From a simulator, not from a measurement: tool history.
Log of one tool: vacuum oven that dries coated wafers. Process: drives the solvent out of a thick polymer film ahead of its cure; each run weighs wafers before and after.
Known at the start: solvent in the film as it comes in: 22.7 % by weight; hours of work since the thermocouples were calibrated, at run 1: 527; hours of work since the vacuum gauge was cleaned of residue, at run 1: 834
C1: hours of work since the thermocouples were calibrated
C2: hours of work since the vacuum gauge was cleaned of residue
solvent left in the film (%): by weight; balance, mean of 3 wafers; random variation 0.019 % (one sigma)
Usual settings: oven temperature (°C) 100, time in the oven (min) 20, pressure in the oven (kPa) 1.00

{"run": 1, "hour": 0.0, "oven temperature (°C)": 100, "time in the oven (min)": 20, "pressure in the oven (kPa)": 1.0, "C1": 527, "C2": 834, "solvent left in the film (%)": 3.5}
{"run": 2, "hour": 16.0, "oven temperature (°C)": 100, "time in the oven (min)": 20, "pressure in the oven (kPa)": 1.0, "C1": 538, "C2": 844, "solvent left in the film (%)": 3.48}
{"run": 3, "hour": 39.9, "oven temperature (°C)": 100, "time in the oven (min)": 20, "pressure in the oven (kPa)": 1.0, "C1": 554, "C2": 860, "solvent left in the film (%)": 3.49}
{"run": 4, "hour": 55.8, "oven temperature (°C)": 100, "time in the oven (min)": 20, "pressure in the oven (kPa)": 0.53, "C1": 564, "C2": 871, "solvent left in the film (%)": 3.12}
{"run": 5, "hour": 85.8, "oven temperature (°C)": 91, "time in the oven (min)": 20, "pressure in the oven (kPa)": 1.0, "C1": 584, "C2": 891, "solvent left in the film (%)": 6.5}
{"run": 6, "hour": 104.7, "oven temperature (°C)": 100, "time in the oven (min)": 20, "pressure in the oven (kPa)": 1.0, "C1": 597, "C2": 903, "solvent left in the film (%)": 3.47}
{"run": 7, "hour": 132.3, "oven temperature (°C)": 104, "time in the oven (min)": 20, "pressure in the oven (kPa)": 1.0, "C1": 615, "C2": 922, "solvent left in the film (%)": 2.45}
{"run": 8, "hour": 148.6, "oven temperature (°C)": 100, "time in the oven (min)": 20, "pressure in the oven (kPa)": 1.0, "C1": 626, "C2": 932, "solvent left in the film (%)": 3.44}
{"run": 9, "hour": 177.1, "oven temperature (°C)": 100, "time in the oven (min)": 20, "pressure in the oven (kPa)": 1.0, "C1": 645, "C2": 951, "solvent left in the film (%)": 3.48}
{"run": 10, "hour": 205.6, "oven temperature (°C)": 100, "time in the oven (min)": 20, "pressure in the oven (kPa)": 1.0, "C1": 664, "C2": 970, "solvent left in the film (%)": 3.44}
{"run": 11, "hour": 226.2, "oven temperature (°C)": 113, "time in the oven (min)": 24, "pressure in the oven (kPa)": 1.11, "C1": 678, "C2": 984, "solvent left in the film (%)": 0.95}
{"run": 12, "hour": 257.4, "oven temperature (°C)": 113, "time in the oven (min)": 24, "pressure in the oven (kPa)": 1.11, "C1": 698, "C2": 1005, "solvent left in the film (%)": 0.92}
{"run": 13, "hour": 287.1, "oven temperature (°C)": 98, "time in the oven (min)": 18, "pressure in the oven (kPa)": 1.11, "C1": 718, "C2": 1025, "solvent left in the film (%)": 4.65}
{"run": 14, "hour": 317.2, "oven temperature (°C)": 108, "time in the oven (min)": 16, "pressure in the oven (kPa)": 1.11, "C1": 738, "C2": 1045, "solvent left in the film (%)": 2.42}
{"run": 15, "hour": 344.6, "oven temperature (°C)": 108, "time in the oven (min)": 16, "pressure in the oven (kPa)": 1.11, "C1": 756, "C2": 1063, "solvent left in the film (%)": 2.43}
{"run": 16, "hour": 367.9, "oven temperature (°C)": 108, "time in the oven (min)": 16, "pressure in the oven (kPa)": 1.11, "C1": 772, "C2": 1078, "solvent left in the film (%)": 2.44}
{"run": 17, "hour": 388.4, "oven temperature (°C)": 108, "time in the oven (min)": 16, "pressure in the oven (kPa)": 1.11, "C1": 786, "C2": 1092, "solvent left in the film (%)": 2.44}
{"run": 18, "hour": 414.2, "oven temperature (°C)": 87, "time in the oven (min)": 22, "pressure in the oven (kPa)": 0.72, "C1": 803, "C2": 1109, "solvent left in the film (%)": 7.07}
{"hour": 438.1, "done": "oven's thermocouples calibrated"}
{"run": 19, "hour": 447.4, "oven temperature (°C)": 85, "time in the oven (min)": 17, "pressure in the oven (kPa)": 1.0, "C1": 6, "C2": 1130, "solvent left in the film (%)": 10.61}

Hidden state or all else? Some run-to-run changes of solvent left in the film (%), split into what the settings, what came in and random variation would give without the hidden state, and what is left for the hidden state (with any gauge scatter that isn't in both results):
The hidden state here: true wafer temperature over the reading, C; true pressure over the reading, kPa; drift of the gauge itself on solvent_pct, %.
Run 17 -> 18: oven temperature (°C) 108 -> 87, time in the oven (min) 16 -> 22, pressure in the oven (kPa) 1.11 -> 0.72. solvent left in the film (%) +4.63: hidden state -0.20, all else +4.83.
Run 18 -> 19: oven temperature (°C) 87 -> 85, time in the oven (min) 22 -> 17, pressure in the oven (kPa) 0.72 -> 1.00, oven's thermocouples calibrated. solvent left in the film (%) +3.54: hidden state +0.90, all else +2.64.
